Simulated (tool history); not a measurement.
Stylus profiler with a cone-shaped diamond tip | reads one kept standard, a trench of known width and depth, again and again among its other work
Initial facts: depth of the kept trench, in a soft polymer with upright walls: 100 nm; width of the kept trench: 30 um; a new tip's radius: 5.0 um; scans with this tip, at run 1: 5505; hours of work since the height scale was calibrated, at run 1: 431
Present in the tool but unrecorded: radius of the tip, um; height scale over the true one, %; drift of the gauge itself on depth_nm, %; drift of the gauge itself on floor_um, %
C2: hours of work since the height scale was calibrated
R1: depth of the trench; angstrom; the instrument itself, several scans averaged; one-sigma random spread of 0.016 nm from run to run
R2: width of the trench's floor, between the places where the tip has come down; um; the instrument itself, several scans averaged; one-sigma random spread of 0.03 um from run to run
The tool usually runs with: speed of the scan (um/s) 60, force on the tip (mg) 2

{"run": 1, "hour": 0.0, "speed of the scan (um/s)": 60, "force on the tip (mg)": 2, "scans with this tip": 5505, "C2": 431, "R1": 1009.8, "R2": 26.48}
{"run": 2, "hour": 58.6, "speed of the scan (um/s)": 60, "force on the tip (mg)": 2, "scans with this tip": 5812, "C2": 455, "R1": 1009.7, "R2": 26.41}
{"run": 3, "hour": 108.6, "speed of the scan (um/s)": 60, "force on the tip (mg)": 2, "scans with this tip": 6074, "C2": 475, "R1": 1009.8, "R2": 26.4}
{"run": 4, "hour": 155.5, "speed of the scan (um/s)": 60, "force on the tip (mg)": 2, "scans with this tip": 6320, "C2": 494, "R1": 1010.2, "R2": 26.3}
{"run": 5, "hour": 218.9, "speed of the scan (um/s)": 60, "force on the tip (mg)": 2, "scans with this tip": 6651, "C2": 520, "R1": 1010, "R2": 26.29}
{"run": 6, "hour": 257.5, "speed of the scan (um/s)": 60, "force on the tip (mg)": 2, "scans with this tip": 6853, "C2": 536, "R1": 1009.8, "R2": 26.25}
{"run": 7, "hour": 304.6, "speed of the scan (um/s)": 60, "force on the tip (mg)": 2, "scans with this tip": 7100, "C2": 556, "R1": 1009.9, "R2": 26.24}
{"run": 8, "hour": 336.2, "speed of the scan (um/s)": 60, "force on the tip (mg)": 2, "scans with this tip": 7265, "C2": 568, "R1": 1010, "R2": 26.16}
{"run": 9, "hour": 385.6, "speed of the scan (um/s)": 217, "force on the tip (mg)": 2, "scans with this tip": 7524, "C2": 589, "R1": 1010.1, "R2": 25.2}
{"run": 10, "hour": 460.0, "speed of the scan (um/s)": 217, "force on the tip (mg)": 2, "scans with this tip": 7914, "C2": 619, "R1": 1009.9, "R2": 25.18}
{"run": 11, "hour": 522.6, "speed of the scan (um/s)": 217, "force on the tip (mg)": 2, "scans with this tip": 8241, "C2": 645, "R1": 1010.2, "R2": 25.16}
{"run": 12, "hour": 566.5, "speed of the scan (um/s)": 217, "force on the tip (mg)": 2, "scans with this tip": 8471, "C2": 663, "R1": 1010.1, "R2": 25.04}
{"run": 13, "hour": 637.3, "speed of the scan (um/s)": 60, "force on the tip (mg)": 2, "scans with this tip": 8842, "C2": 692, "R1": 1010.6, "R2": 25.99}
{"run": 14, "hour": 685.2, "speed of the scan (um/s)": 60, "force on the tip (mg)": 2, "scans with this tip": 9092, "C2": 711, "R1": 1010.9, "R2": 25.91}
{"hour": 727.4, "done": "new tip fitted, height scale calibrated"}
{"run": 15, "hour": 735.0, "speed of the scan (um/s)": 60, "force on the tip (mg)": 2, "scans with this tip": 40, "C2": 3, "R1": 1008.9, "R2": 27.58}
{"run": 16, "hour": 812.2, "speed of the scan (um/s)": 60, "force on the tip (mg)": 2, "scans with this tip": 444, "C2": 35, "R1": 1009.2, "R2": 27.52}
{"run": 17, "hour": 874.0, "speed of the scan (um/s)": 60, "force on the tip (mg)": 2, "scans with this tip": 767, "C2": 60, "R1": 1009, "R2": 27.47}
{"run": 18, "hour": 917.5, "speed of the scan (um/s)": 60, "force on the tip (mg)": 2, "scans with this tip": 995, "C2": 78, "R1": 1009.1, "R2": 27.4}
{"run": 19, "hour": 960.4, "speed of the scan (um/s)": 60, "force on the tip (mg)": 2, "scans with this tip": 1220, "C2": 95, "R1": 1009.3, "R2": 27.34}
{"run": 20, "hour": 991.6, "speed of the scan (um/s)": 60, "force on the tip (mg)": 2, "scans with this tip": 1383, "C2": 108, "R1": 1009.2, "R2": 27.34}
{"run": 21, "hour": 1041.9, "speed of the scan (um/s)": 23, "force on the tip (mg)": 2, "scans with this tip": 1646, "C2": 129, "R1": 1009.3, "R2": 27.45}
{"run": 22, "hour": 1108.8, "speed of the scan (um/s)": 60, "force on the tip (mg)": 4.76, "scans with this tip": 1996, "C2": 156, "R1": 1016.2, "R2": 27.34}
{"run": 23, "hour": 1150.7, "speed of the scan (um/s)": 60, "force on the tip (mg)": 2, "scans with this tip": 2216, "C2": 173, "R1": 1009.3, "R2": 27.1}
{"run": 24, "hour": 1187.2, "speed of the scan (um/s)": 44, "force on the tip (mg)": 2, "scans with this tip": 2407, "C2": 188, "R1": 1009.6, "R2": 27.19}
{"run": 25, "hour": 1238.8, "speed of the scan (um/s)": 90, "force on the tip (mg)": 0.74, "scans with this tip": 2677, "C2": 209, "R1": 1005.4, "R2": 26.52}
{"run": 26, "hour": 1277.5, "speed of the scan (um/s)": 90, "force on the tip (mg)": 3.75, "scans with this tip": 2879, "C2": 225, "R1": 1014.2, "R2": 27.01}
{"run": 27, "hour": 1342.0, "speed of the scan (um/s)": 90, "force on the tip (mg)": 3.75, "scans with this tip": 3217, "C2": 252, "R1": 1013.8, "R2": 26.95}
{"run": 28, "hour": 1376.9, "speed of the scan (um/s)": 220, "force on the tip (mg)": 1.85, "scans with this tip": 3400, "C2": 266, "R1": 1009.3, "R2": 25.9}
{"run": 29, "hour": 1444.7, "speed of the scan (um/s)": 66, "force on the tip (mg)": 2.53, "scans with this tip": 3755, "C2": 294, "R1": 1011.2, "R2": 26.83}
{"run": 30, "hour": 1484.4, "speed of the scan (um/s)": 34, "force on the tip (mg)": 1.12, "scans with this tip": 3963, "C2": 310, "R1": 1007.1, "R2": 26.89}
{"run": 31, "hour": 1515.6, "speed of the scan (um/s)": 58, "force on the tip (mg)": 5.58, "scans with this tip": 4126, "C2": 323, "R1": 1018.2, "R2": 26.93}
{"run": 32, "hour": 1588.3, "speed of the scan (um/s)": 38, "force on the tip (mg)": 1.56, "scans with this tip": 4507, "C2": 353, "R1": 1008.3, "R2": 26.82}
{"run": 33, "hour": 1653.6, "speed of the scan (um/s)": 228, "force on the tip (mg)": 0.98, "scans with this tip": 4849, "C2": 379, "R1": 1007.1, "R2": 25.07}
{"run": 34, "hour": 1705.9, "speed of the scan (um/s)": 228, "force on the tip (mg)": 0.98, "scans with this tip": 5122, "C2": 401, "R1": 1007.1, "R2": 25.07}
{"run": 35, "hour": 1777.4, "speed of the scan (um/s)": 63, "force on the tip (mg)": 1.04, "scans with this tip": 5497, "C2": 430, "R1": 1007.3, "R2": 26.42}
{"run": 36, "hour": 1814.4, "speed of the scan (um/s)": 23, "force on the tip (mg)": 5.42, "scans with this tip": 5690, "C2": 445, "R1": 1018.7, "R2": 26.77}
{"run": 37, "hour": 1872.9, "speed of the scan (um/s)": 59, "force on the tip (mg)": 2, "scans with this tip": 5997, "C2": 469, "R1": 1010.2, "R2": 26.43}
{"run": 38, "hour": 1936.3, "speed of the scan (um/s)": 18, "force on the tip (mg)": 2, "scans with this tip": 6328, "C2": 495, "R1": 1010.2, "R2": 26.65}
{"run": 39, "hour": 1999.7, "speed of the scan (um/s)": 18, "force on the tip (mg)": 2, "scans with this tip": 6660, "C2": 521, "R1": 1010.5, "R2": 26.66}
{"run": 40, "hour": 2046.4, "speed of the scan (um/s)": 184, "force on the tip (mg)": 4.29, "scans with this tip": 6905, "C2": 540, "R1": 1016.4, "R2": 25.91}
{"run": 41, "hour": 2077.9, "speed of the scan (um/s)": 83, "force on the tip (mg)": 1.51, "scans with this tip": 7070, "C2": 553, "R1": 1009, "R2": 26.08}
{"run": 42, "hour": 2126.6, "speed of the scan (um/s)": 83, "force on the tip (mg)": 1.22, "scans with this tip": 7324, "C2": 573, "R1": 1008.3, "R2": 25.98}
{"run": 43, "hour": 2181.3, "speed of the scan (um/s)": 116, "force on the tip (mg)": 2.59, "scans with this tip": 7611, "C2": 595, "R1": 1012.6, "R2": 25.91}
{"run": 44, "hour": 2238.6, "speed of the scan (um/s)": 218, "force on the tip (mg)": 1.83, "scans with this tip": 7911, "C2": 619, "R1": 1010.3, "R2": 25.17}
{"run": 45, "hour": 2296.8, "speed of the scan (um/s)": 44, "force on the tip (mg)": 2.66, "scans with this tip": 8215, "C2": 643, "R1": 1012.9, "R2": 26.28}
{"run": 46, "hour": 2329.7, "speed of the scan (um/s)": 60, "force on the tip (mg)": 3.59, "scans with this tip": 8388, "C2": 656, "R1": 1015.1, "R2": 26.19}

Consider 3 possible next runs. They are alternatives, not a sequence: every one starts from the tool as it was left by run 46. What does each give?
{"run": "A", "hour": 2402.1, "speed of the scan (um/s)": 165, "force on the tip (mg)": 0.97, "scans with this tip": 8767, "C2": 686, "R1": "?", "R2": "?"}
{"run": "B", "hour": 2402.1, "speed of the scan (um/s)": 158, "force on the tip (mg)": 0.68, "scans with this tip": 8767, "C2": 686, "R1": "?", "R2": "?"}
{"run": "C", "hour": 2402.1, "speed of the scan (um/s)": 69, "force on the tip (mg)": 0.71, "scans with this tip": 8767, "C2": 686, "R1": "?", "R2": "?"}

run=A R1=1007.7 R2=24.99
run=B R1=1006.8 R2=24.8
run=C R1=1006.9 R2=25.74
The same runs, with their run-to-run variation unchanged, on a tool lacking any hidden condition would have given:
run=A R1=1005.1 R2=26.59
run=B R1=1004.3 R2=26.4
run=C R1=1004.4 R2=27.34
